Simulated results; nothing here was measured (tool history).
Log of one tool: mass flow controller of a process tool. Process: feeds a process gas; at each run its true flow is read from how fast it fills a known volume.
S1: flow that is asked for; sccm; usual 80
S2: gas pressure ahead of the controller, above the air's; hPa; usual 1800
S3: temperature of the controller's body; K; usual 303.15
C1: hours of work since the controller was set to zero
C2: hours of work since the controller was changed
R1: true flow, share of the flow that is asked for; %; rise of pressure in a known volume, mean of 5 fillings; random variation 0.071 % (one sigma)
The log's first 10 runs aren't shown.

run,day,S1,S2,S3,C1,C2,R1
11,52.138,80,1800,303.15,1585,1585,98.82
12,57.925,80,1800,303.15,1678,1678,98.76
13,60.550,80,1800,303.15,1721,1721,98.79
14,64.583,80,1800,303.15,1786,1786,98.75
15,68.512,80,1800,305.15,1849,1849,98.49
16,72.279,80,1800,305.15,1910,1910,98.43
17,75.638,80,1800,305.15,1964,1964,98.43
18,81.129,80,1800,305.15,2053,2053,98.43
19,87.254,80,1800,305.15,2152,2152,98.26
20,91.362,80,1800,305.15,2218,2218,98.31
21,94.558,80,1800,303.15,2270,2270,98.39
22,98.567,80,1800,303.15,2335,2335,98.39
23,104.650,80,1800,303.15,2433,2433,98.16
24,110.517,22,1800,303.15,2528,2528,97.59
25,114.871,80,2030,299.15,2598,2598,98.33
26,119.329,18,1970,303.15,2670,2670,97.35
27,124.050,18,2370,301.15,2747,2747,97.19
28,127.392,18,2370,301.15,2801,2801,97.05
29,133.467,18,2370,301.15,2899,2899,97.07
30,139.138,18,2370,301.15,2990,2990,97.11
31,144.458,24,1600,300.15,3076,3076,97.72

Forecast run 32:
32,149.650,58,1460,300.15,3160,3160,?

R1: 98.04 %
Without the tool's hidden state the same run would have given R1 99.74 %.
